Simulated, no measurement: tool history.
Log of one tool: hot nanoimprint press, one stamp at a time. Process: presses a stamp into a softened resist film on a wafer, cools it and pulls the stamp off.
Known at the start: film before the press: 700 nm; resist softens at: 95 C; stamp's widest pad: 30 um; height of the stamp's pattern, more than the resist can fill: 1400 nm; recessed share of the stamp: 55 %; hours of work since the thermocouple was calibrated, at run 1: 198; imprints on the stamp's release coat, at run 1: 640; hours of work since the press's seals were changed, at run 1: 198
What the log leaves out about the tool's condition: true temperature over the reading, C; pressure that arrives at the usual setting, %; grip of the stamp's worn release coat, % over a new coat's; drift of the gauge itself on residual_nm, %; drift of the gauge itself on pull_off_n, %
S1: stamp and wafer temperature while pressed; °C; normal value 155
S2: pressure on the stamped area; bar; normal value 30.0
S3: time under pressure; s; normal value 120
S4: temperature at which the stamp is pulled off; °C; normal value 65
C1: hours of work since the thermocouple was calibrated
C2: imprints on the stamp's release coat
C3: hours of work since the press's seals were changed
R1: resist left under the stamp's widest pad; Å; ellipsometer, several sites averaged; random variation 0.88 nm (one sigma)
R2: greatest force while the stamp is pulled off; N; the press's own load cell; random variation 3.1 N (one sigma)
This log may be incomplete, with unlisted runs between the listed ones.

| run | hour | S1 | S2 | S3 | S4 | C1 | C2 | C3 | R1 | R2 |
|---|---|---|---|---|---|---|---|---|---|---|
| 1 | 0.0 | 155 | 30.0 | 120 | 65 | 198 | 640 | 198 | 3296 | 159 |
| 2 | 54.2 | 155 | 30.0 | 120 | 65 | 225 | 745 | 225 | 3289 | 164 |
| 3 | 83.3 | 155 | 30.0 | 120 | 65 | 239 | 801 | 239 | 3292 | 167 |
|  | 121.4 | plate thermocouple calibrated |
| 4 | 149.9 | 155 | 30.0 | 120 | 65 | 14 | 923 | 271 | 3226 | 177 |
| 5 | 204.1 | 155 | 30.0 | 120 | 65 | 41 | 1027 | 298 | 3226 | 181 |
| 6 | 230.6 | 151 | 30.0 | 120 | 65 | 55 | 1078 | 312 | 3761 | 186 |
| 7 | 269.3 | 155 | 30.0 | 120 | 65 | 74 | 1153 | 331 | 3240 | 181 |
| 8 | 304.4 | 155 | 30.0 | 120 | 65 | 91 | 1220 | 348 | 3194 | 182 |
| 9 | 365.4 | 155 | 18.2 | 120 | 65 | 122 | 1338 | 379 | 3990 | 180 |
| 10 | 401.6 | 155 | 18.2 | 120 | 65 | 140 | 1408 | 397 | 3992 | 185 |
| 11 | 437.0 | 155 | 18.2 | 120 | 65 | 158 | 1476 | 415 | 4005 | 190 |
|  | 477.6 | plate thermocouple calibrated, once more |
| 12 | 500.1 | 155 | 18.2 | 120 | 65 | 11 | 1591 | 445 | 4223 | 194 |
| 13 | 525.9 | 155 | 30.0 | 207 | 65 | 24 | 1641 | 458 | 2820 | 196 |
| 14 | 578.1 | 155 | 46.9 | 78 | 65 | 50 | 1741 | 484 | 3269 | 205 |
| 15 | 611.2 | 156 | 37.9 | 120 | 65 | 67 | 1805 | 500 | 2963 | 205 |
| 16 | 651.1 | 148 | 20.8 | 200 | 57 | 87 | 1882 | 520 | 4365 | 230 |
| 17 | 698.4 | 147 | 30.0 | 63 | 65 | 110 | 1973 | 544 | 5366 | 203 |
| 18 | 760.1 | 167 | 30.0 | 64 | 65 | 141 | 2092 | 574 | 2753 | 210 |
| 19 | 794.8 | 167 | 30.0 | 64 | 65 | 158 | 2159 | 592 | 2761 | 219 |
|  | 808.6 | press's hydraulic seals changed and the load cell set to zero |
| 20 | 853.2 | 167 | 30.0 | 64 | 65 | 184 | 2256 | 22 | 2714 | 209 |
| 21 | 886.0 | 149 | 30.1 | 71 | 65 | 200 | 2319 | 39 | 4873 | 230 |

What if the next run were any one of these 4? Each begins from the tool's condition after run 21:
|  | 907.3 | stamp cleaned and given a new release coat |
| A | 927.8 | 161 | 30.0 | 125 | 58 | 218 | 40 | 57 | ? | ? |
|  | 907.3 | stamp cleaned and given a new release coat |
| B | 927.8 | 155 | 18.6 | 120 | 56 | 218 | 40 | 57 | ? | ? |
|  | 907.3 | stamp cleaned and given a new release coat |
| C | 927.8 | 146 | 30.0 | 76 | 65 | 218 | 40 | 57 | ? | ? |
|  | 907.3 | stamp cleaned and given a new release coat |
| D | 927.8 | 149 | 26.1 | 116 | 65 | 218 | 40 | 57 | ? | ? |

| run | R1 | R2 |
|---|---|---|
| A | 2603 | 155 |
| B | 4107 | 161 |
| C | 5211 | 146 |
| D | 4450 | 143 |
Had the tool no hidden state, the same runs would have come out as:
| run | R1 | R2 |
|---|---|---|
| A | 2623 | 153 |
| B | 4133 | 160 |
| C | 5238 | 145 |
| D | 4478 | 143 |
